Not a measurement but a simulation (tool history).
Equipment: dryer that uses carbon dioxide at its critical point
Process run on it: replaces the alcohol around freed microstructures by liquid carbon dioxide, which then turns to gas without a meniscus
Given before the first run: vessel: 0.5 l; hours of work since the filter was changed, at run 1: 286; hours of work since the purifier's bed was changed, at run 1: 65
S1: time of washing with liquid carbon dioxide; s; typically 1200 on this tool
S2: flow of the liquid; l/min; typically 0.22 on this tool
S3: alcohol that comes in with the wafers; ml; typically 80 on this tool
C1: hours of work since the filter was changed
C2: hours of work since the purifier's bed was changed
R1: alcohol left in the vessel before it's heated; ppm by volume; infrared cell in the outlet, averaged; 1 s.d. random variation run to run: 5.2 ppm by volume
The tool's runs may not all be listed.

run    hour    S1     S2  S3   C1   C2    R1
  1       0  1200   0.22  80  286   65   183
  2    21.5  1200   0.22  80  293   72   191
  3    70.1  1200    0.2  80  308   87   358
  4     121  1200    0.2  80  324  103   365
  5   145.8  1200  0.149  80  332  111  1808
  6   169.4  1200  0.149  80  340  119  1802
  7   197.1  1200  0.149  80  349  128  1870
  8   248.6  1200  0.149  80  365  144  1834
  9   273.4  1200   0.22  80  373  152   222
 10   321.9  1200   0.22  80  388  167   228
 11   357.9  1200   0.22  80  400  179   241
 12   401.4  1140   0.22  80  413  192   343
 13   446.7  1200   0.22  80  428  207   265
 14   472.4  1200   0.22  80  436  215   251
      494.8  -- inlet filter changed
 15   513.9  1200   0.22  80    6  228   119
 16   547.7  1320   0.22  80   17  239    58
 17   580.6  1320   0.22  80   27  249    71
 18     623  1320   0.22  80   41  262    71
 19   662.9  1320   0.22  80   53  275    74
 20   688.7  1200  0.287  80   62  283    30
 21   733.5  1200   0.22  80   76  297   133
 22   756.8  1200   0.22  80   83  305   135
 23   801.2  1680  0.186  56   97  319    52
 24   838.7  1680  0.186  56  109  331    47
 25   886.7  1200  0.168  80  124  346   714
 26   935.3  1680   0.18  85  140  362    87
 27   983.7  1200   0.22  80  155  377   168
 28  1025.9  1200   0.22  80  169  390   160
 29  1064.4  1200  0.176  28  181  402   232
 30  1112.8  1200  0.176  28  196  418   234
 31  1159.8  1200  0.141  33  211  433   825
 32  1199.5  1200  0.259  80  224  445    77
 33  1241.2  1500   0.22  80  237  459    61
 34  1270.5  1500   0.22  80  246  468    65
 35  1302.1  1200   0.22  28  256  478    96
 36  1340.2  1200   0.22  22  268  490    81
 37    1368  1200   0.22  22  277  499    82
 38  1411.8  1200   0.22  22  291  513    83
 39  1434.6  1200   0.22  96  298  520   249
 40  1481.4   840  0.226  80  313  535  1239
 41  1507.5   960   0.22  20  321  543   231
 42    1529  1020  0.161  29  328  550   944
 43  1557.3  1020  0.161  29  337  559   959

Entry by entry between the runs, the difference in hidden state between the last listed run before and the first listed run after:
Runs 14 to 15: inlet filter changed (hour 494.8)
  flow that reaches the vessel past the clogged filter, %: 87.2 -> 99.8; alcohol in the recycled carbon dioxide, ppm: 20.4 -> 21.2
  measured result minus the result with no hidden state, R1: +157 -> +17 ppm by volume

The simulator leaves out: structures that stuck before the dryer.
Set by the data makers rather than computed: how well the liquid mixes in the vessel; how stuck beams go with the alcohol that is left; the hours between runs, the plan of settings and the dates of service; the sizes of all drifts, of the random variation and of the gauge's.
